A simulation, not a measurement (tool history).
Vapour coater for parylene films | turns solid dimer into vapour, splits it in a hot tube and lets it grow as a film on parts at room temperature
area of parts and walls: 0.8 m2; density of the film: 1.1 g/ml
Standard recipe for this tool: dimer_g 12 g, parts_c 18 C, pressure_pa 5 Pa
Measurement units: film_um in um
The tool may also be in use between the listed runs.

| run | day | dimer_g | parts_c | pressure_pa | film_um |
|---|---|---|---|---|---|
| 1 | 0 | 12 | 18 | 5 | 6.12 |
| 2 | 0.633 | 12 | 18 | 5 | 6.14 |
| 3 | 1.138 | 12 | 18 | 5 | 6.08 |
| 4 | 1.796 | 12 | 18 | 5 | 6.13 |
| 5 | 2.25 | 12 | 27 | 5 | 4.18 |
| 6 | 2.85 | 12 | 18 | 5 | 6.09 |
| 7 | 3.221 | 12 | 21 | 5 | 5.44 |
| 8 | 3.729 | 12 | 21 | 5 | 5.41 |
| 9 | 4.267 | 12 | 21 | 5 | 5.37 |
| 10 | 4.792 | 12 | 21 | 5 | 5.34 |
| 11 | 5.542 | 7 | 18 | 5 | 3.58 |
| 12 | 5.992 | 7 | 18 | 8.05 | 3.38 |
| 13 | 6.408 | 11 | 25 | 3.16 | 4.35 |
| 14 | 7.05 | 12 | 18 | 11.49 | 5.54 |
| 15 | 7.454 | 6 | 18 | 4.99 | 2.97 |
| 16 | 8.008 | 11 | 16 | 6.11 | 5.85 |
| 17 | 8.35 | 11 | 19 | 6.11 | 5.09 |
| 18 | 8.971 | 6 | 17 | 2.58 | 3.28 |
| 19 | 9.596 | 6 | 18 | 10.72 | 2.7 |
| 20 | 10.217 | 15 | 17 | 5.8 | 7.52 |
| 21 | 10.608 | 18 | 14 | 6.64 | 10.03 |
| 22 | 11.179 | 18 | 17 | 3.93 | 9.55 |
| 23 | 11.529 | 18 | 13 | 10.21 | 10.04 |

Measured less the same run without the tool's hidden state. The same run-to-run variation is in both; the gauge's scatter may not be:
Unlogged tool condition in this case: vapour lost through the trap's worn valve, %; true temperature of the parts over the reading, C; drift of the gauge itself on film_um, %.
| run | film_um |
|---|---|
| 1 | -0.27 |
| 2 | -0.29 |
| 3 | -0.3 |
| 4 | -0.31 |
| 5 | -0.23 |
| 6 | -0.34 |
| 7 | -0.3 |
| 8 | -0.31 |
| 9 | -0.33 |
| 10 | -0.33 |
| 11 | -0.24 |
| 12 | -0.22 |
| 13 | -0.3 |
| 14 | -0.4 |
| 15 | -0.22 |
| 16 | -0.45 |
| 17 | -0.39 |
| 18 | -0.27 |
| 19 | -0.23 |
| 20 | -0.65 |
| 21 | -0.87 |
| 22 | -0.84 |
| 23 | -0.91 |
